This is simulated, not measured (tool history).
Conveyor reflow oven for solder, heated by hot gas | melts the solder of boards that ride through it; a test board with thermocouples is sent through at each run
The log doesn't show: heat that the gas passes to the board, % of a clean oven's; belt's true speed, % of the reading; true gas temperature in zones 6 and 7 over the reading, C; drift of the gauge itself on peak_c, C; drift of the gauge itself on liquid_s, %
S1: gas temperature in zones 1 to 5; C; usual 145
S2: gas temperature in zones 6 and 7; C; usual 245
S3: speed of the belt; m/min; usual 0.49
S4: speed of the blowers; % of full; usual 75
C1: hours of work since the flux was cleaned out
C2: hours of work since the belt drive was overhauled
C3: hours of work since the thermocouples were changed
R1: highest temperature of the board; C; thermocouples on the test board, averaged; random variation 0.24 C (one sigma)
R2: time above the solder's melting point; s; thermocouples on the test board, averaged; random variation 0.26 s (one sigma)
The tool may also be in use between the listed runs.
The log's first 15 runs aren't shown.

run   hour   S1   S2     S3  S4   C1   C2   C3     R1     R2
 16  113.8  158  255   0.49  56  135  435  251  240.3  100.9
 17  122.5  143  243  0.432  61  140  440  256  231.6  100.3
 18  127.2  143  249  0.442  61  142  442  258    237  101.5
 19  135.4  152  238   0.49  75  147  446  262  228.1   89.8
 20  139.5  152  235   0.49  55  149  449  265  221.5   84.5
 21  145.9  156  254  0.395  71  152  452  268  247.5  125.1
 22  152.2  155  236  0.525  65  156  455  271    223   81.6
     159.8  -- flux residue cleaned out of gas plates and filters
 23  164.2  145  234    0.4  87    2  459  275    230  109.5
 24  168.5  145  234    0.4  87    5  461  277  230.2  109.2
 25  172.9  145  234    0.4  87    7  463  279  230.4  109.1
 26  179.8  145  234    0.4  87   10  467  283  229.9  109.5
 27  186.1  145  234    0.4  87   14  470  286  229.6  109.1
 28  190.2  133  254  0.468  87   16  473  289  244.4   95.5
 29    199  156  245  0.456  61   21  477  293  234.9  103.4
 30  207.6  155  260  0.456  61   25  482  298  248.3  109.9

4 ways to go on from here, each from the tool as it stands after run 30. What would each give?
  A  212.3  151  260  0.456  61  28  484  300   ?   ?
  B  212.3  150  237  0.456  61  28  484  300   ?   ?
  C  212.3  145  250  0.527  51  28  484  300   ?   ?
  D  212.3  155  260  0.567  78  28  484  300   ?   ?

run     R1     R2
  A    248  107.8
  B  227.1   95.1
  C  230.4   81.8
  D  245.7   87.5
Without the tool's hidden state the same runs would have given:
run     R1     R2
  A  247.1  106.7
  B  226.2   93.8
  C  229.6   80.7
  D  244.9   86.6
